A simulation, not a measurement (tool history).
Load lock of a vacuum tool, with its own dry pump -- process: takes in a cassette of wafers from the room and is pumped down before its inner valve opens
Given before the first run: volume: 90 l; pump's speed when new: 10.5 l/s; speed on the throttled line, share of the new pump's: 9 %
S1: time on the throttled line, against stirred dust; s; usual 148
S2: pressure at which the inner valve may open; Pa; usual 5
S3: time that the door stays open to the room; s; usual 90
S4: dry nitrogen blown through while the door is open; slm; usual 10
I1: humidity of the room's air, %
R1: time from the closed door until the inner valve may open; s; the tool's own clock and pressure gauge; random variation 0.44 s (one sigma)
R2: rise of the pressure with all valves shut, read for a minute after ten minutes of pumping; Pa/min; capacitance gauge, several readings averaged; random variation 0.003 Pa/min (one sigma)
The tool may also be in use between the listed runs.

{"run": 1, "day": 0.0, "S1": 148, "S2": 5, "S3": 90, "S4": 10, "I1": 46.7, "R1": 224.7, "R2": 0.134}
{"run": 2, "day": 11.4, "S1": 148, "S2": 5, "S3": 90, "S4": 10, "I1": 44.7, "R1": 224.7, "R2": 0.138}
{"run": 3, "day": 19.775, "S1": 148, "S2": 5, "S3": 57, "S4": 10, "I1": 46.4, "R1": 225.3, "R2": 0.136}
{"run": 4, "day": 34.125, "S1": 262, "S2": 5, "S3": 57, "S4": 10, "I1": 43.5, "R1": 329.3, "R2": 0.139}
{"run": 5, "day": 47.35, "S1": 262, "S2": 5, "S3": 57, "S4": 10, "I1": 45.3, "R1": 328.8, "R2": 0.158}
{"run": 6, "day": 63.638, "S1": 262, "S2": 5, "S3": 57, "S4": 10, "I1": 44.4, "R1": 328.1, "R2": 0.159}
{"run": 7, "day": 78.188, "S1": 281, "S2": 5, "S3": 150, "S4": 10, "I1": 41.7, "R1": 346.4, "R2": 0.186}
{"run": 8, "day": 93.467, "S1": 245, "S2": 5, "S3": 52, "S4": 10, "I1": 45.0, "R1": 313.9, "R2": 0.181}
{"run": 9, "day": 104.2, "S1": 96, "S2": 7, "S3": 30, "S4": 24, "I1": 45.1, "R1": 176.1, "R2": 0.169}
{"run": 10, "day": 113.196, "S1": 148, "S2": 4, "S3": 90, "S4": 10, "I1": 49.9, "R1": 229.4, "R2": 0.203}
{"run": 11, "day": 124.754, "S1": 148, "S2": 4, "S3": 90, "S4": 10, "I1": 44.8, "R1": 229.3, "R2": 0.212}

Branching from run 11: 3 alternative next runs. What would each branch give?
{"run": "A", "day": 132.762, "S1": 148, "S2": 4, "S3": 58, "S4": 10, "I1": 49.5, "R1": "?", "R2": "?"}
{"run": "B", "day": 132.762, "S1": 148, "S2": 7, "S3": 90, "S4": 10, "I1": 44.6, "R1": "?", "R2": "?"}
{"run": "C", "day": 132.762, "S1": 143, "S2": 5, "S3": 225, "S4": 6, "I1": 43.6, "R1": "?", "R2": "?"}

run=A R1=229.9 R2=0.205
run=B R1=224.0 R2=0.213
run=C R1=222.0 R2=0.270
With the hidden condition removed and each run's random variation left untouched, the same runs would have given:
run=A R1=222.4 R2=0.026
run=B R1=216.9 R2=0.036
run=C R1=214.7 R2=0.090

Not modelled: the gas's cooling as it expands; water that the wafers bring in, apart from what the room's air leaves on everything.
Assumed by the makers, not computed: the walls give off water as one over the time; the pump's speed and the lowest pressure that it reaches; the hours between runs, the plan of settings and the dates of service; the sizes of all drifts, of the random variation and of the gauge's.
